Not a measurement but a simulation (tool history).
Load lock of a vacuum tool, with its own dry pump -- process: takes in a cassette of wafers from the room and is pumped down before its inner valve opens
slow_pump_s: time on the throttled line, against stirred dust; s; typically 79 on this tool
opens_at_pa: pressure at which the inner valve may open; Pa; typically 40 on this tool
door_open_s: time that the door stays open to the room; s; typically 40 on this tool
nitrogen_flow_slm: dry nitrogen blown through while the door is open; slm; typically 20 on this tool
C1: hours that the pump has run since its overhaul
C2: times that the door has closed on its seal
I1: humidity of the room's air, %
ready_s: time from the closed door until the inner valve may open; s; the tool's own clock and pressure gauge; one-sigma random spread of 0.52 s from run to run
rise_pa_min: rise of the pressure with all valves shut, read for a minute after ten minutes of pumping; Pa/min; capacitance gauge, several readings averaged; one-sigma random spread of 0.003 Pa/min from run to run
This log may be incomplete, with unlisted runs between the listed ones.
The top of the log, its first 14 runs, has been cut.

{"run": 15, "hour": 1214.0, "slow_pump_s": 79, "opens_at_pa": 40, "door_open_s": 40, "nitrogen_flow_slm": 20, "C1": 6662, "C2": 7275, "I1": 44.3, "ready_s": 115.2, "rise_pa_min": 0.044}
{"run": 16, "hour": 1286.5, "slow_pump_s": 79, "opens_at_pa": 40, "door_open_s": 40, "nitrogen_flow_slm": 20, "C1": 6735, "C2": 7493, "I1": 46.3, "ready_s": 115.4, "rise_pa_min": 0.045}
{"run": 17, "hour": 1407.5, "slow_pump_s": 79, "opens_at_pa": 40, "door_open_s": 40, "nitrogen_flow_slm": 20, "C1": 6856, "C2": 7856, "I1": 44.9, "ready_s": 114.7, "rise_pa_min": 0.046}
{"run": 18, "hour": 1482.1, "slow_pump_s": 79, "opens_at_pa": 40, "door_open_s": 40, "nitrogen_flow_slm": 20, "C1": 6930, "C2": 8080, "I1": 45.3, "ready_s": 114.2, "rise_pa_min": 0.043}
{"run": 19, "hour": 1607.8, "slow_pump_s": 79, "opens_at_pa": 40, "door_open_s": 40, "nitrogen_flow_slm": 20, "C1": 7056, "C2": 8457, "I1": 41.6, "ready_s": 114.2, "rise_pa_min": 0.039}
{"run": 20, "hour": 1733.2, "slow_pump_s": 79, "opens_at_pa": 40, "door_open_s": 40, "nitrogen_flow_slm": 20, "C1": 7181, "C2": 8834, "I1": 47.4, "ready_s": 114.7, "rise_pa_min": 0.051}
{"run": 21, "hour": 1841.6, "slow_pump_s": 41, "opens_at_pa": 44, "door_open_s": 40, "nitrogen_flow_slm": 7, "C1": 7290, "C2": 9159, "I1": 46.7, "ready_s": 83.5, "rise_pa_min": 0.058}
{"run": 22, "hour": 1918.3, "slow_pump_s": 122, "opens_at_pa": 56, "door_open_s": 108, "nitrogen_flow_slm": 21, "C1": 7367, "C2": 9389, "I1": 46.5, "ready_s": 146.8, "rise_pa_min": 0.058}
{"run": 23, "hour": 2018.2, "slow_pump_s": 122, "opens_at_pa": 56, "door_open_s": 108, "nitrogen_flow_slm": 21, "C1": 7466, "C2": 9689, "I1": 43.3, "ready_s": 146.8, "rise_pa_min": 0.056}
{"run": 24, "hour": 2123.6, "slow_pump_s": 122, "opens_at_pa": 56, "door_open_s": 108, "nitrogen_flow_slm": 21, "C1": 7572, "C2": 10006, "I1": 46, "ready_s": 146.9, "rise_pa_min": 0.063}
{"run": 25, "hour": 2229.5, "slow_pump_s": 122, "opens_at_pa": 56, "door_open_s": 108, "nitrogen_flow_slm": 21, "C1": 7678, "C2": 10324, "I1": 44.9, "ready_s": 147, "rise_pa_min": 0.062}
{"run": 26, "hour": 2304.1, "slow_pump_s": 110, "opens_at_pa": 37, "door_open_s": 40, "nitrogen_flow_slm": 25, "C1": 7752, "C2": 10548, "I1": 43.2, "ready_s": 141.3, "rise_pa_min": 0.036}
{"run": 27, "hour": 2368.3, "slow_pump_s": 110, "opens_at_pa": 37, "door_open_s": 40, "nitrogen_flow_slm": 25, "C1": 7817, "C2": 10741, "I1": 43.1, "ready_s": 140.7, "rise_pa_min": 0.04}
{"run": 28, "hour": 2425.8, "slow_pump_s": 115, "opens_at_pa": 65, "door_open_s": 27, "nitrogen_flow_slm": 14, "C1": 7874, "C2": 10913, "I1": 45.9, "ready_s": 140.4, "rise_pa_min": 0.045}
{"run": 29, "hour": 2503.6, "slow_pump_s": 115, "opens_at_pa": 65, "door_open_s": 27, "nitrogen_flow_slm": 14, "C1": 7952, "C2": 11147, "I1": 48.2, "ready_s": 140.7, "rise_pa_min": 0.042}
{"run": 30, "hour": 2625.4, "slow_pump_s": 115, "opens_at_pa": 42, "door_open_s": 27, "nitrogen_flow_slm": 28, "C1": 8074, "C2": 11512, "I1": 46.4, "ready_s": 143.7, "rise_pa_min": 0.035}
{"run": 31, "hour": 2726.2, "slow_pump_s": 115, "opens_at_pa": 32, "door_open_s": 157, "nitrogen_flow_slm": 28, "C1": 8174, "C2": 11815, "I1": 45.6, "ready_s": 144.3, "rise_pa_min": 0.066}
{"run": 32, "hour": 2823.1, "slow_pump_s": 65, "opens_at_pa": 51, "door_open_s": 101, "nitrogen_flow_slm": 19, "C1": 8271, "C2": 12106, "I1": 44.3, "ready_s": 101.3, "rise_pa_min": 0.06}
{"run": 33, "hour": 2896.6, "slow_pump_s": 79, "opens_at_pa": 40, "door_open_s": 88, "nitrogen_flow_slm": 20, "C1": 8345, "C2": 12327, "I1": 41.9, "ready_s": 114.6, "rise_pa_min": 0.053}
{"run": 34, "hour": 2970.4, "slow_pump_s": 108, "opens_at_pa": 40, "door_open_s": 40, "nitrogen_flow_slm": 20, "C1": 8419, "C2": 12548, "I1": 46.8, "ready_s": 138.4, "rise_pa_min": 0.049}
{"run": 35, "hour": 3035.2, "slow_pump_s": 108, "opens_at_pa": 74, "door_open_s": 40, "nitrogen_flow_slm": 21, "C1": 8483, "C2": 12743, "I1": 44.6, "ready_s": 133.8, "rise_pa_min": 0.038}
{"run": 36, "hour": 3102.1, "slow_pump_s": 95, "opens_at_pa": 40, "door_open_s": 33, "nitrogen_flow_slm": 19, "C1": 8550, "C2": 12943, "I1": 46.2, "ready_s": 126.8, "rise_pa_min": 0.041}
{"run": 37, "hour": 3214.6, "slow_pump_s": 95, "opens_at_pa": 40, "door_open_s": 33, "nitrogen_flow_slm": 19, "C1": 8663, "C2": 13281, "I1": 46.8, "ready_s": 127.3, "rise_pa_min": 0.049}

Here are 3 independent what-if runs from the current tool condition. What would each one return?
{"run": "A", "hour": 3342.7, "slow_pump_s": 51, "opens_at_pa": 40, "door_open_s": 27, "nitrogen_flow_slm": 19, "C1": 8791, "C2": 13666, "I1": 45.1, "ready_s": "?", "rise_pa_min": "?"}
{"run": "B", "hour": 3342.7, "slow_pump_s": 104, "opens_at_pa": 40, "door_open_s": 141, "nitrogen_flow_slm": 44, "C1": 8791, "C2": 13666, "I1": 43.5, "ready_s": "?", "rise_pa_min": "?"}
{"run": "C", "hour": 3342.7, "slow_pump_s": 79, "opens_at_pa": 50, "door_open_s": 40, "nitrogen_flow_slm": 5, "C1": 8791, "C2": 13666, "I1": 47.9, "ready_s": "?", "rise_pa_min": "?"}

run=A ready_s=92.3 rise_pa_min=0.039
run=B ready_s=133.9 rise_pa_min=0.042
run=C ready_s=111.6 rise_pa_min=0.059
Without the tool's unlogged condition, the same runs would have read:
run=A ready_s=92.3 rise_pa_min=0.039
run=B ready_s=133.9 rise_pa_min=0.042
run=C ready_s=111.6 rise_pa_min=0.058

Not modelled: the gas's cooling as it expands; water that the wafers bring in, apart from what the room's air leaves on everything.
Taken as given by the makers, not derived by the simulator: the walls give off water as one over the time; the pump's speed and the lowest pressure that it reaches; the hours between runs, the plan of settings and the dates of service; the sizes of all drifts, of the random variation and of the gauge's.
